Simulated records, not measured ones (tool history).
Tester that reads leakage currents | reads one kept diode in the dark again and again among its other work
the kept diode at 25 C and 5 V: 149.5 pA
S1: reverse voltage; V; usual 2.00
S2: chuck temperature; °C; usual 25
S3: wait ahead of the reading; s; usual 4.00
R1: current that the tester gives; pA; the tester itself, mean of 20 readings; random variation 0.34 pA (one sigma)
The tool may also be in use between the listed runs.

{"run": 1, "hour": 0.0, "S1": 2.0, "S2": 25, "S3": 4.0, "R1": 104.48}
{"run": 2, "hour": 133.2, "S1": 2.0, "S2": 25, "S3": 4.0, "R1": 104.54}
{"run": 3, "hour": 263.7, "S1": 2.0, "S2": 38, "S3": 4.0, "R1": 335.57}
{"run": 4, "hour": 388.0, "S1": 2.0, "S2": 38, "S3": 4.0, "R1": 334.61}
{"run": 5, "hour": 482.6, "S1": 2.0, "S2": 38, "S3": 4.0, "R1": 333.88}
{"run": 6, "hour": 624.4, "S1": 10.24, "S2": 38, "S3": 4.0, "R1": 556.8}
{"run": 7, "hour": 725.1, "S1": 10.24, "S2": 38, "S3": 4.0, "R1": 558.11}
{"run": 8, "hour": 877.0, "S1": 10.24, "S2": 38, "S3": 4.0, "R1": 554.5}
{"run": 9, "hour": 948.8, "S1": 2.0, "S2": 25, "S3": 3.74, "R1": 102.17}
{"run": 10, "hour": 1076.8, "S1": 4.8, "S2": 35, "S3": 4.0, "R1": 335.39}

The next listed run, before its measurement:
{"run": 11, "hour": 1169.3, "S1": 4.95, "S2": 49, "S3": 4.89, "R1": "?"}

{"run 11": {"R1": 1096.16}}
Without the tool's hidden state the same run would have given R1 1212.77 pA.

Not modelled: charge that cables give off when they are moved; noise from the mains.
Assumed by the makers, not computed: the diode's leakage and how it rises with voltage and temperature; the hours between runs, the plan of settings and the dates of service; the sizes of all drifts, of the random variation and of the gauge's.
